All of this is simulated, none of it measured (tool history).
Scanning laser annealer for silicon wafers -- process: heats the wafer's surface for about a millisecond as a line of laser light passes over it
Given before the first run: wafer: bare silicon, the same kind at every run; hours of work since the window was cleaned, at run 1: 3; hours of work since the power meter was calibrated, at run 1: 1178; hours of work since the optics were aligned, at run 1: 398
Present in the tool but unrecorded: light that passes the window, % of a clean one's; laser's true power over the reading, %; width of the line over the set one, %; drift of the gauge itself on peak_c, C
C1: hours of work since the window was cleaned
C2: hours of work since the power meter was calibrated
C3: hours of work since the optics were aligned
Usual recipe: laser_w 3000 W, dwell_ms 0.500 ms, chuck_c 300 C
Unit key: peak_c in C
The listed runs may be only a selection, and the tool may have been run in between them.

Run 1, hour 0.0: usual settings; C1 3; C2 1178; C3 398. Result: peak_c 1097 C.
Run 2, hour 60.7: usual settings; C1 42; C2 1217; C3 437. Result: peak_c 1096 C.
Run 3, hour 154.9: usual settings; C1 102; C2 1278; C3 497. Result: peak_c 1099 C.
Run 4, hour 216.2: usual settings; C1 141; C2 1317; C3 536. Result: peak_c 1095 C.
Run 5, hour 285.6: usual settings; C1 186; C2 1361; C3 581. Result: peak_c 1098 C.
Run 6, hour 366.1: usual settings; C1 237; C2 1413; C3 632. Result: peak_c 1095 C.
Run 7, hour 436.3: usual settings but chuck_c 273 C; C1 282; C2 1458; C3 677. Result: peak_c 1069 C.
Run 8, hour 483.3: usual settings but dwell_ms 0.540 ms; C1 312; C2 1488; C3 707. Result: peak_c 1132 C.
Run 9, hour 531.2: usual settings but dwell_ms 0.540 ms; C1 343; C2 1519; C3 738. Result: peak_c 1132 C.
Run 10, hour 585.2: usual settings but chuck_c 306 C; C1 377; C2 1553; C3 773. Result: peak_c 1102 C.
Run 11, hour 647.5: usual settings but chuck_c 306 C; C1 417; C2 1593; C3 812. Result: peak_c 1101 C.
Run 12, hour 734.0: usual settings but chuck_c 306 C; C1 473; C2 1649; C3 868. Result: peak_c 1101 C.
Run 13, hour 791.7: usual settings but laser_w 2660 W, dwell_ms 0.497 ms, chuck_c 340 C; C1 510; C2 1685; C3 905. Result: peak_c 1047 C.
Run 14, hour 887.3: usual settings but dwell_ms 0.434 ms, chuck_c 319 C; C1 571; C2 1747; C3 966. Result: peak_c 1052 C.
Run 15, hour 938.5: usual settings but laser_w 3163 W, dwell_ms 0.453 ms, chuck_c 329 C; C1 604; C2 1780; C3 999. Result: peak_c 1119 C.
Run 16, hour 984.7: usual settings but laser_w 3163 W, dwell_ms 0.453 ms, chuck_c 329 C; C1 633; C2 1809; C3 1028. Result: peak_c 1121 C.
Run 17, hour 1051.7: usual settings but dwell_ms 0.471 ms, chuck_c 291 C; C1 676; C2 1852; C3 1071. Result: peak_c 1058 C.
At hour 1113.1: optics aligned, line set to its width.
Run 18, hour 1151.3: usual settings but dwell_ms 0.471 ms, chuck_c 291 C; C1 737; C2 1913; C3 24. Result: peak_c 1062 C.
Run 19, hour 1190.2: usual settings but dwell_ms 0.471 ms, chuck_c 291 C; C1 762; C2 1937; C3 49. Result: peak_c 1059 C.
Run 20, hour 1263.7: usual settings but laser_w 3251 W, dwell_ms 0.467 ms, chuck_c 327 C; C1 809; C2 1985; C3 96. Result: peak_c 1156 C.
Run 21, hour 1356.7: usual settings but laser_w 2569 W, dwell_ms 0.486 ms; C1 868; C2 2044; C3 156. Result: peak_c 977 C.

Each row is a separate what-if for the run after 21, all from the same tool condition, not one after another. Results?
At hour 1373.4: window over the wafer cleaned.
Run A, hour 1401.2: usual settings but laser_w 2569 W, dwell_ms 0.358 ms; C1 18; C2 2071; C3 183. Result: peak_c ?.
At hour 1373.4: window over the wafer cleaned.
Run B, hour 1401.2: usual settings but laser_w 2569 W, dwell_ms 0.502 ms; C1 18; C2 2071; C3 183. Result: peak_c ?.
At hour 1373.4: window over the wafer cleaned.
Run C, hour 1401.2: usual settings but laser_w 3102 W; C1 18; C2 2071; C3 183. Result: peak_c ?.
At hour 1373.4: window over the wafer cleaned.
Run D, hour 1401.2: usual settings but chuck_c 273 C; C1 18; C2 2071; C3 183. Result: peak_c ?.
At hour 1373.4: window over the wafer cleaned.
Run E, hour 1401.2: usual settings but laser_w 2569 W, dwell_ms 0.548 ms; C1 18; C2 2071; C3 183. Result: peak_c ?.

run  peak_c
  A     866
  B     989
  C    1122
  D    1072
  E    1021
With no hidden state in the tool, these same runs would have given:
run  peak_c
  A     866
  B     989
  C    1122
  D    1072
  E    1021
